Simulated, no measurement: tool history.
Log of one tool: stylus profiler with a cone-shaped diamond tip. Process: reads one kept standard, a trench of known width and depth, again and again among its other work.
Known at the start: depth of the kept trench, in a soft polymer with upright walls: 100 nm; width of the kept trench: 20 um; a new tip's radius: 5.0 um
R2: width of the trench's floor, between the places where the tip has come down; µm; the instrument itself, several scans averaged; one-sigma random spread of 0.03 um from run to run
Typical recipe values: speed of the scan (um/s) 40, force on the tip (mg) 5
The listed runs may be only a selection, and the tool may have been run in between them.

Run 1, hour 0: usual settings. Result: depth of the trench (nm) 101.86, R2 17.22 µm.
Run 2, hour 107.2: usual settings. Result: depth of the trench (nm) 101.94, R2 17.18 µm.
Run 3, hour 151.9: usual settings. Result: depth of the trench (nm) 101.93, R2 17.22 µm.
Run 4, hour 208.3: usual settings. Result: depth of the trench (nm) 101.93, R2 17.17 µm.
Run 5, hour 253.5: usual settings. Result: depth of the trench (nm) 101.91, R2 17.18 µm.
Run 6, hour 358.5: usual settings. Result: depth of the trench (nm) 101.96, R2 17.13 µm.
Run 7, hour 436.1: usual settings. Result: depth of the trench (nm) 101.96, R2 17.22 µm.
At hour 454.8: new tip fitted, height scale calibrated.
Run 8, hour 519.2: usual settings. Result: depth of the trench (nm) 101.28, R2 17.79 µm.
Run 9, hour 593.4: usual settings. Result: depth of the trench (nm) 101.18, R2 17.83 µm.
Run 10, hour 660: usual settings but speed of the scan (um/s) 10. Result: depth of the trench (nm) 101.22, R2 17.93 µm.
Run 11, hour 742.3: usual settings but speed of the scan (um/s) 10. Result: depth of the trench (nm) 101.17, R2 17.89 µm.
Run 12, hour 802.6: usual settings. Result: depth of the trench (nm) 101.24, R2 17.75 µm.
Run 13, hour 860.1: usual settings. Result: depth of the trench (nm) 101.27, R2 17.75 µm.
Run 14, hour 935.1: usual settings but force on the tip (mg) 5.57. Result: depth of the trench (nm) 101.25, R2 17.83 µm.
Run 15, hour 979: usual settings but force on the tip (mg) 5.57. Result: depth of the trench (nm) 101.32, R2 17.68 µm.
Run 16, hour 1048.5: usual settings but speed of the scan (um/s) 49, force on the tip (mg) 5.57. Result: depth of the trench (nm) 101.47, R2 17.66 µm.
Run 17, hour 1116: usual settings. Result: depth of the trench (nm) 101.28, R2 17.69 µm.
Run 18, hour 1161.8: usual settings but force on the tip (mg) 1.84. Result: depth of the trench (nm) 100.71, R2 17.65 µm.
Run 19, hour 1262.4: usual settings but force on the tip (mg) 2.93. Result: depth of the trench (nm) 100.99, R2 17.62 µm.
Run 20, hour 1316.9: usual settings but force on the tip (mg) 2.93. Result: depth of the trench (nm) 100.98, R2 17.66 µm.
Run 21, hour 1368.5: usual settings but force on the tip (mg) 2.93. Result: depth of the trench (nm) 101.02, R2 17.69 µm.
At hour 1375: height scale calibrated on a step standard.
Run 22, hour 1418: usual settings but force on the tip (mg) 13.37. Result: depth of the trench (nm) 102.46, R2 17.73 µm.
Run 23, hour 1486.2: usual settings but force on the tip (mg) 13.37. Result: depth of the trench (nm) 102.51, R2 17.71 µm.
Run 24, hour 1540.1: usual settings. Result: depth of the trench (nm) 101.39, R2 17.65 µm.
Run 25, hour 1637.5: usual settings but speed of the scan (um/s) 44, force on the tip (mg) 5.03. Result: depth of the trench (nm) 101.48, R2 17.58 µm.
Run 26, hour 1716.9: usual settings but force on the tip (mg) 2.44. Result: depth of the trench (nm) 100.98, R2 17.58 µm.
Run 27, hour 1814.1: usual settings but speed of the scan (um/s) 38, force on the tip (mg) 3.54. Result: depth of the trench (nm) 101.17, R2 17.54 µm.
Run 28, hour 1904.6: usual settings but speed of the scan (um/s) 38, force on the tip (mg) 3.54. Result: depth of the trench (nm) 101.3, R2 17.49 µm.
At hour 1939.6: height scale calibrated on a step standard, once more.
Run 29, hour 1950.6: usual settings but speed of the scan (um/s) 38, force on the tip (mg) 3.54. Result: depth of the trench (nm) 100.96, R2 17.53 µm.
Run 30, hour 2018: usual settings but speed of the scan (um/s) 32, force on the tip (mg) 12.84. Result: depth of the trench (nm) 102.2, R2 17.61 µm.
Run 31, hour 2065.9: usual settings but speed of the scan (um/s) 59, force on the tip (mg) 4.1. Result: depth of the trench (nm) 101.08, R2 17.45 µm.
Run 32, hour 2121.6: usual settings but speed of the scan (um/s) 59, force on the tip (mg) 4.1. Result: depth of the trench (nm) 101.11, R2 17.44 µm.

Run 33, settings as shown, results not yet in. Your forecast:
Run 33, hour 2206: usual settings but speed of the scan (um/s) 59, force on the tip (mg) 4.1. Result: depth of the trench (nm) ?, R2 ?.

Run 33 yielded depth of the trench (nm) 101.05, R2 17.45 µm.
The same run, on a tool lacking any hidden state, would have yielded depth of the trench (nm) 101.02, R2 17.81 µm.
